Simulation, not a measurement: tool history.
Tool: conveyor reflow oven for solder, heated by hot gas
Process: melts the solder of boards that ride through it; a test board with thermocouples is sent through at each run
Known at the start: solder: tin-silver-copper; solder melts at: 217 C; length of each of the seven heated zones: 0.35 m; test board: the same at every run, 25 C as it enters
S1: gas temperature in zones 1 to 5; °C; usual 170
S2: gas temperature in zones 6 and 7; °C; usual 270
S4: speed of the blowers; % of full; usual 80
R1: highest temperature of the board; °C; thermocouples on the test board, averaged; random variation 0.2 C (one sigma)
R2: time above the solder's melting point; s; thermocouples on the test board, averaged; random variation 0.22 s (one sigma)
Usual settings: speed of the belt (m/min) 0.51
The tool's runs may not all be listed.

{"run": 1, "hour": 0.0, "S1": 170, "S2": 270, "speed of the belt (m/min)": 0.51, "S4": 80, "R1": 248.4, "R2": 55.5}
{"hour": 26.1, "done": "flux residue cleaned out of gas plates and filters"}
{"run": 2, "hour": 39.3, "S1": 170, "S2": 270, "speed of the belt (m/min)": 0.51, "S4": 80, "R1": 252, "R2": 59.4}
{"hour": 68.7, "done": "belt drive overhauled, speed set with a stopwatch"}
{"run": 3, "hour": 103.4, "S1": 160, "S2": 270, "speed of the belt (m/min)": 0.51, "S4": 80, "R1": 249.4, "R2": 54.2}
{"run": 4, "hour": 161.2, "S1": 160, "S2": 270, "speed of the belt (m/min)": 0.51, "S4": 80, "R1": 249.2, "R2": 54.2}
{"run": 5, "hour": 214.8, "S1": 160, "S2": 270, "speed of the belt (m/min)": 0.51, "S4": 80, "R1": 248.8, "R2": 53.6}
{"hour": 229.3, "done": "belt drive overhauled, speed set with a stopwatch, once more"}
{"hour": 236.8, "done": "thermocouples of zones 6 and 7 changed"}
{"run": 6, "hour": 281.2, "S1": 160, "S2": 270, "speed of the belt (m/min)": 0.51, "S4": 80, "R1": 247.1, "R2": 51}
{"run": 7, "hour": 331.2, "S1": 160, "S2": 270, "speed of the belt (m/min)": 0.51, "S4": 80, "R1": 247.1, "R2": 51.1}
{"run": 8, "hour": 389.3, "S1": 160, "S2": 270, "speed of the belt (m/min)": 0.51, "S4": 80, "R1": 246.9, "R2": 50.5}
{"run": 9, "hour": 416.0, "S1": 170, "S2": 270, "speed of the belt (m/min)": 0.501, "S4": 80, "R1": 249, "R2": 57.2}
{"run": 10, "hour": 442.2, "S1": 170, "S2": 270, "speed of the belt (m/min)": 0.501, "S4": 80, "R1": 248.8, "R2": 57.3}
{"run": 11, "hour": 481.6, "S1": 170, "S2": 270, "speed of the belt (m/min)": 0.501, "S4": 80, "R1": 248.8, "R2": 57.1}
{"run": 12, "hour": 510.7, "S1": 170, "S2": 270, "speed of the belt (m/min)": 0.501, "S4": 80, "R1": 248.9, "R2": 56.8}
{"run": 13, "hour": 567.4, "S1": 170, "S2": 270, "speed of the belt (m/min)": 0.51, "S4": 80, "R1": 247.2, "R2": 54.6}
{"run": 14, "hour": 599.3, "S1": 170, "S2": 270, "speed of the belt (m/min)": 0.51, "S4": 80, "R1": 247.4, "R2": 54.2}
{"hour": 626.1, "done": "flux residue cleaned out of gas plates and filters"}
{"run": 15, "hour": 640.5, "S1": 170, "S2": 270, "speed of the belt (m/min)": 0.51, "S4": 80, "R1": 251.1, "R2": 58.6}
{"run": 16, "hour": 676.7, "S1": 170, "S2": 270, "speed of the belt (m/min)": 0.51, "S4": 80, "R1": 251.3, "R2": 58.3}
{"run": 17, "hour": 708.5, "S1": 178, "S2": 270, "speed of the belt (m/min)": 0.51, "S4": 56, "R1": 247.1, "R2": 56.6}
{"run": 18, "hour": 769.7, "S1": 178, "S2": 270, "speed of the belt (m/min)": 0.51, "S4": 56, "R1": 247.3, "R2": 56.8}
{"run": 19, "hour": 825.6, "S1": 181, "S2": 270, "speed of the belt (m/min)": 0.411, "S4": 54, "R1": 254.6, "R2": 82.1}
{"run": 20, "hour": 871.5, "S1": 178, "S2": 270, "speed of the belt (m/min)": 0.411, "S4": 54, "R1": 253.9, "R2": 79.9}
{"run": 21, "hour": 927.8, "S1": 174, "S2": 267, "speed of the belt (m/min)": 0.453, "S4": 52, "R1": 246.6, "R2": 62.5}
{"run": 22, "hour": 974.0, "S1": 170, "S2": 270, "speed of the belt (m/min)": 0.463, "S4": 63, "R1": 250.3, "R2": 63}
{"run": 23, "hour": 1026.4, "S1": 170, "S2": 270, "speed of the belt (m/min)": 0.5, "S4": 81, "R1": 249.8, "R2": 58.6}

The next listed run, before its measurement:
{"run": 24, "hour": 1076.7, "S1": 170, "S2": 270, "speed of the belt (m/min)": 0.5, "S4": 81, "R1": "?", "R2": "?"}

Run 24 gave R1 250.2 °C, R2 58.2 s.
Without the tool's hidden state the same run would have given R1 252.4 °C, R2 60.6 s.

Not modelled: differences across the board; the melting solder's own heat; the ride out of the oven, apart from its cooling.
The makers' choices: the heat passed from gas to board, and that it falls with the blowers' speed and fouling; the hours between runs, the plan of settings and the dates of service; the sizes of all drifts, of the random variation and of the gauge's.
